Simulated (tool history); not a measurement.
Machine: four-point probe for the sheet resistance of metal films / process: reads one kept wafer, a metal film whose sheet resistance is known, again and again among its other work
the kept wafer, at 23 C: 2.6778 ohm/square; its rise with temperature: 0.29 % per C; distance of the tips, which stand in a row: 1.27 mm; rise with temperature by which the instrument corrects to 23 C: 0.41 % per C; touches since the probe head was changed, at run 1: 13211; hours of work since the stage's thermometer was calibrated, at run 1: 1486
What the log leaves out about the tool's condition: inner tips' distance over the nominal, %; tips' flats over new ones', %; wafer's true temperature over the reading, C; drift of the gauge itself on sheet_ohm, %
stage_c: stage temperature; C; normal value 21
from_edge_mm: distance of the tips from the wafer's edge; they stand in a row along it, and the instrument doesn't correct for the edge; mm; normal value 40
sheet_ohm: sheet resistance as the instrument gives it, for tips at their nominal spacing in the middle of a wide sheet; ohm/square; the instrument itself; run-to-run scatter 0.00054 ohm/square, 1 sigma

run	hour	stage_c	from_edge_mm	touches since the probe head was changed	hours of work since the stage's thermometer was calibrated	sheet_ohm
1	0	21	40	13211	1486	2.694319
2	47.5	21	40	14577	1522	2.694578
3	74.1	21	40	15344	1542	2.696745
4	117.9	21	40	16606	1576	2.695115
5	152.9	25	40	17613	1603	2.683503
6	199.4	34	40	18951	1638	2.657199
7	225.5	34	40	19703	1658	2.65678
8	271.2	34	40	21018	1693	2.657703
9	307.3	34	40	22057	1721	2.658027
10	351.6	34	40	23333	1754	2.658126
11	392.8	34	19	24517	1786	2.663118
12	423.1	21	40	25389	1809	2.699016
13	463.4	21	17	26548	1840	2.705321
14	495.9	21	17	27484	1865	2.705317
15	516.2	21	17	28070	1880	2.705806
16	547.8	21	17	28978	1904	2.706164
17	577.7	21	17	29840	1927	2.706333
18	601.8	21	17	30534	1946	2.706382
# hour 623: stage's thermometer calibrated
19	623.7	21	17	31150	1	2.706119
20	661.3	21	17	32231	29	2.707941
21	682	21	4	32827	45	2.83865
22	712.7	21	4	33711	69	2.838052
23	756.2	21	4	34964	102	2.837339
24	783.2	32	16	35740	122	2.674614
# hour 805: stage's thermometer calibrated, once more
25	827.4	32	16	36999	17	2.676583
26	848.5	32	16	37606	33	2.675958
27	897.9	23	37	39028	71	2.69729
28	939.8	23	37	40234	103	2.697595
29	979.3	23	37	41369	133	2.699145
30	1018.3	23	37	42494	163	2.698253
31	1043.8	28	33	43226	182	2.683543
32	1066.2	21	4	43871	199	2.843041
33	1087.6	22	24	44488	216	2.704716
34	1116.5	25	4	45318	238	2.829844
35	1160	18	26	46570	271	2.71727
36	1182.5	19	15	47219	288	2.721828
37	1215.4	18	25	48167	313	2.717825
38	1237.6	31	6	48805	330	2.736825
39	1267.4	31	6	49664	353	2.738089
40	1300.4	31	6	50612	378	2.737419
41	1349.5	21	6	52025	416	2.769266
42	1399.3	31	5	53460	454	2.76497
43	1428.1	31	5	54287	476	2.765215
44	1465	31	5	55349	504	2.765917
45	1514.6	31	5	56778	542	2.765163

Some steps in sheet_ohm between neighbouring runs. How much of each would the tool show without its hidden state too (settings, what came in, random variation), and how much is left for the hidden state, with any gauge scatter that isn't in both results?
Run 23 -> 24: stage_c 21 -> 32, from_edge_mm 4 -> 16. sheet_ohm -0.162725 ohm/square: hidden state -0.000537, all else -0.162188.
Run 24 -> 25: stage's thermometer calibrated, once more. sheet_ohm +0.001969 ohm/square: hidden state +0.001511, all else +0.000458.
Run 31 -> 32: stage_c 28 -> 21, from_edge_mm 33 -> 4. sheet_ohm +0.159498 ohm/square: hidden state +0.001268, all else +0.15823.
Run 32 -> 33: stage_c 21 -> 22, from_edge_mm 4 -> 24. sheet_ohm -0.138325 ohm/square: hidden state -0.000716, all else -0.137609.
Run 33 -> 34: stage_c 22 -> 25, from_edge_mm 24 -> 4. sheet_ohm +0.125128 ohm/square: hidden state +0.001081, all else +0.124047.
